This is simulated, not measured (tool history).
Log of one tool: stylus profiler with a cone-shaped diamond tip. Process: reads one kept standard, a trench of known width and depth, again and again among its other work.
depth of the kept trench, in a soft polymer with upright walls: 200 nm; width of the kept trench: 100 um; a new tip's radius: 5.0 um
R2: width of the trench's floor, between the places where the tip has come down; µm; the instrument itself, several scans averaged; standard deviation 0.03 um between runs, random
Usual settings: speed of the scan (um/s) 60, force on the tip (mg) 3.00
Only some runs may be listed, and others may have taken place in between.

run 1 day=0.000 | speed_of_the_scan_(um/s)=60 force_on_the_tip_(mg)=3.00 | depth_of_the_trench_(nm)=202.24 R2=96.23
run 2 day=2.700 | speed_of_the_scan_(um/s)=60 force_on_the_tip_(mg)=3.00 | depth_of_the_trench_(nm)=202.23 R2=96.19
run 3 day=4.425 | speed_of_the_scan_(um/s)=27 force_on_the_tip_(mg)=3.00 | depth_of_the_trench_(nm)=202.14 R2=96.34
run 4 day=6.683 | speed_of_the_scan_(um/s)=27 force_on_the_tip_(mg)=3.00 | depth_of_the_trench_(nm)=202.10 R2=96.24
run 5 day=8.571 | speed_of_the_scan_(um/s)=27 force_on_the_tip_(mg)=3.00 | depth_of_the_trench_(nm)=202.13 R2=96.19
run 6 day=11.112 | speed_of_the_scan_(um/s)=27 force_on_the_tip_(mg)=3.00 | depth_of_the_trench_(nm)=202.06 R2=96.17
run 7 day=13.617 | speed_of_the_scan_(um/s)=27 force_on_the_tip_(mg)=3.00 | depth_of_the_trench_(nm)=202.00 R2=96.12
run 8 day=15.238 | speed_of_the_scan_(um/s)=18 force_on_the_tip_(mg)=3.00 | depth_of_the_trench_(nm)=202.00 R2=96.23
run 9 day=16.954 | speed_of_the_scan_(um/s)=60 force_on_the_tip_(mg)=3.00 | depth_of_the_trench_(nm)=202.06 R2=95.90
run 10 day=19.262 | speed_of_the_scan_(um/s)=60 force_on_the_tip_(mg)=3.00 | depth_of_the_trench_(nm)=202.03 R2=95.86
run 11 day=20.804 | speed_of_the_scan_(um/s)=109 force_on_the_tip_(mg)=1.21 | depth_of_the_trench_(nm)=200.58 R2=95.38
run 12 day=23.004 | speed_of_the_scan_(um/s)=109 force_on_the_tip_(mg)=1.21 | depth_of_the_trench_(nm)=200.62 R2=95.28
run 13 day=25.354 | speed_of_the_scan_(um/s)=109 force_on_the_tip_(mg)=1.21 | depth_of_the_trench_(nm)=200.50 R2=95.32
-- day=25.575 height scale calibrated on a step standard
run 14 day=26.775 | speed_of_the_scan_(um/s)=109 force_on_the_tip_(mg)=1.21 | depth_of_the_trench_(nm)=200.21 R2=95.22
run 15 day=28.625 | speed_of_the_scan_(um/s)=109 force_on_the_tip_(mg)=1.21 | depth_of_the_trench_(nm)=200.19 R2=95.24
run 16 day=31.517 | speed_of_the_scan_(um/s)=49 force_on_the_tip_(mg)=5.52 | depth_of_the_trench_(nm)=202.79 R2=95.80
run 17 day=33.938 | speed_of_the_scan_(um/s)=219 force_on_the_tip_(mg)=3.81 | depth_of_the_trench_(nm)=201.74 R2=94.98
-- day=34.588 height scale calibrated on a step standard, once more
run 18 day=36.221 | speed_of_the_scan_(um/s)=78 force_on_the_tip_(mg)=5.84 | depth_of_the_trench_(nm)=204.37 R2=95.64
run 19 day=37.517 | speed_of_the_scan_(um/s)=17 force_on_the_tip_(mg)=4.94 | depth_of_the_trench_(nm)=203.77 R2=95.77

Subtracting, for every run, the result it would have given without the tool's unlogged condition from the measured result gives the following. The same run-to-run variation enters both numbers; the gauge's scatter may not:
The tool's hidden condition here consists of: radius of the tip, um; height scale over the true one, %; drift of the gauge itself on depth_nm, %; drift of the gauge itself on floor_um, %.
run=1 depth_of_the_trench_(nm)=-0.51 R2=-0.70
run=2 depth_of_the_trench_(nm)=-0.54 R2=-0.76
run=3 depth_of_the_trench_(nm)=-0.57 R2=-0.79
run=4 depth_of_the_trench_(nm)=-0.60 R2=-0.83
run=5 depth_of_the_trench_(nm)=-0.62 R2=-0.86
run=6 depth_of_the_trench_(nm)=-0.67 R2=-0.91
run=7 depth_of_the_trench_(nm)=-0.70 R2=-0.95
run=8 depth_of_the_trench_(nm)=-0.72 R2=-0.99
run=9 depth_of_the_trench_(nm)=-0.74 R2=-1.02
run=10 depth_of_the_trench_(nm)=-0.78 R2=-1.06
run=11 depth_of_the_trench_(nm)=-0.80 R2=-1.09
run=12 depth_of_the_trench_(nm)=-0.83 R2=-1.13
run=13 depth_of_the_trench_(nm)=-0.86 R2=-1.17
run=14 depth_of_the_trench_(nm)=-1.30 R2=-1.20
run=15 depth_of_the_trench_(nm)=-1.32 R2=-1.23
run=16 depth_of_the_trench_(nm)=-1.38 R2=-1.28
run=17 depth_of_the_trench_(nm)=-1.41 R2=-1.32
run=18 depth_of_the_trench_(nm)=+0.01 R2=-1.35
run=19 depth_of_the_trench_(nm)=+0.00 R2=-1.37
